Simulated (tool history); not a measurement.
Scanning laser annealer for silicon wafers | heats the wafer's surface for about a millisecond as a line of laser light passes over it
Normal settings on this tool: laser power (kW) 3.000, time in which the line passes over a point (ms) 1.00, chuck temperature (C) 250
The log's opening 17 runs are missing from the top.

run   hour  laser power (kW)  time in which the line passes over a point (ms)  chuck temperature (C)  hours of work since the window was cleaned  hours of work since the power meter was calibrated  hours of work since the optics were aligned  highest temperature of the surface (C)
 18  128.8             3.000                                             1.00                    250                                           7                                                 217                                          170                                     972
 19  135.8             3.000                                             1.00                    250                                          10                                                 221                                          174                                     975
 20  141.0             3.000                                             1.00                    250                                          13                                                 223                                          176                                     971
     143.7  -- window over the wafer cleaned, once more
 21  151.6             3.091                                             0.90                    221                                           4                                                 228                                          180                                     940
 22  156.6             2.804                                             1.05                    274                                           6                                                 230                                          183                                     962
 23  166.2             3.132                                             1.17                    215                                          11                                                 235                                          188                                    1048
 24  175.3             2.681                                             0.87                    250                                          16                                                 239                                          192                                     842
 25  183.9             3.000                                             0.71                    250                                          20                                                 244                                          196                                     862
 26  193.0             3.000                                             0.71                    250                                          24                                                 248                                          201                                     863
 27  202.3             3.000                                             0.71                    250                                          29                                                 253                                          205                                     863
 28  208.2             3.000                                             0.71                    250                                          32                                                 256                                          208                                     863
 29  213.4             3.000                                             0.71                    250                                          34                                                 258                                          211                                     862
 30  219.6             3.000                                             0.71                    250                                          37                                                 261                                          214                                     861
 31  224.6             3.000                                             1.00                    272                                          40                                                 264                                          216                                    1000
 32  229.9             3.000                                             1.00                    272                                          43                                                 266                                          219                                    1001
 33  236.5             3.151                                             1.00                    251                                          46                                                 270                                          222                                    1026
 34  247.6             2.798                                             1.00                    250                                          51                                                 275                                          228                                     918
 35  256.6             2.798                                             1.00                    250                                          56                                                 279                                          232                                     919
 36  267.4             3.000                                             0.79                    226                                          61                                                 285                                          238                                     871

3 options for the next run, each taken on its own from the tool as it stands now. Forecast them:
  A  274.1             2.804                                             0.93                    256                                          64                                                 288                                          241                                       ?
  B  274.1             3.019                                             1.00                    285                                          64                                                 288                                          241                                       ?
  C  274.1             3.000                                             1.22                    281                                          64                                                 288                                          241                                       ?

run  highest temperature of the surface (C)
  A                                     902
  B                                    1019
  C                                    1086
What these runs would have given with no unlogged condition in the tool:
run  highest temperature of the surface (C)
  A                                     904
  B                                    1022
  C                                    1090
